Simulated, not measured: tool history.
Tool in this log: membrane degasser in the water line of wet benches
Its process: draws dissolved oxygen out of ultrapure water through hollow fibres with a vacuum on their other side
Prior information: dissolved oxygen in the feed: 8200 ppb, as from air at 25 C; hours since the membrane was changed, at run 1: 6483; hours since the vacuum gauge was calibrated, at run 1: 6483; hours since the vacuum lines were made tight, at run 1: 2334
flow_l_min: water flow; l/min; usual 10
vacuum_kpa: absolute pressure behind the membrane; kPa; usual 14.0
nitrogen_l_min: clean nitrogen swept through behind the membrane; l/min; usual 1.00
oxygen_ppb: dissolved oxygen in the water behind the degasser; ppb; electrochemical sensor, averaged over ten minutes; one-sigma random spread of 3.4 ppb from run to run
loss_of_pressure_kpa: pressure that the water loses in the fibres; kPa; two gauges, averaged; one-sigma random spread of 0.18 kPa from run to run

run,hour,flow_l_min,vacuum_kpa,nitrogen_l_min,hours since the membrane was changed,hours since the vacuum gauge was calibrated,hours since the vacuum lines were made tight,oxygen_ppb,loss_of_pressure_kpa
1,0.0,10,14.0,1.00,6483,6483,2334,384.9,34.67
2,219.9,10,14.0,1.00,6703,6703,2554,377.8,34.91
3,392.0,10,14.0,0.59,6875,6875,2726,536.0,34.91
4,509.7,10,14.0,0.59,6993,6993,2843,528.6,34.80
5,728.7,10,19.5,1.00,7212,7212,3062,514.1,34.96
6,847.2,10,19.5,1.00,7330,7330,3181,504.5,34.65
7,1039.8,14,19.5,1.00,7523,7523,3373,792.7,48.98
8,1198.3,10,14.0,1.00,7681,7681,3532,395.9,35.30
9,1361.6,11,14.0,1.00,7845,7845,3695,454.3,38.70
# hour 1478.1: vacuum gauge calibrated
# hour 1550.2: seals of the vacuum lines changed
10,1613.2,10,14.0,1.00,8094,133,63,377.2,35.01
# hour 1691.9: membrane cartridge changed
11,1837.7,10,14.0,1.00,146,354,283,339.6,32.56
12,2012.5,10,14.0,1.00,321,528,458,345.0,32.67
13,2230.5,10,14.0,1.00,539,746,676,342.1,32.29
14,2392.8,10,8.7,1.00,701,909,839,226.6,32.68
15,2547.4,10,14.0,1.00,855,1063,993,346.0,32.61
16,2677.4,10,14.0,1.00,986,1193,1123,348.1,32.77
17,2868.6,10,14.0,1.00,1177,1385,1314,354.9,32.81
18,3069.4,7,25.1,2.03,1378,1585,1515,217.8,22.99
19,3248.0,12,18.3,0.73,1556,1764,1694,694.5,39.34
20,3367.7,12,18.3,0.73,1676,1884,1813,703.1,39.58
21,3509.9,12,18.3,0.73,1818,2026,1956,699.1,39.43
22,3637.7,7,14.0,1.00,1946,2154,2084,221.6,23.11
23,3902.2,15,14.0,0.86,2210,2418,2348,695.4,49.56
24,4133.7,10,17.8,1.14,2442,2650,2580,407.9,33.24

Run 25 has not been measured yet. What should we expect?
25,4396.1,9,10.9,1.00,2704,2912,2842,?,?

{"run 25": {"oxygen_ppb": 247.6, "loss_of_pressure_kpa": 29.77}}
Take away the tool's hidden state, keep the run-to-run variation as it was, and the same run would have given oxygen_ppb 227.2 ppb, loss_of_pressure_kpa 28.93 kPa.

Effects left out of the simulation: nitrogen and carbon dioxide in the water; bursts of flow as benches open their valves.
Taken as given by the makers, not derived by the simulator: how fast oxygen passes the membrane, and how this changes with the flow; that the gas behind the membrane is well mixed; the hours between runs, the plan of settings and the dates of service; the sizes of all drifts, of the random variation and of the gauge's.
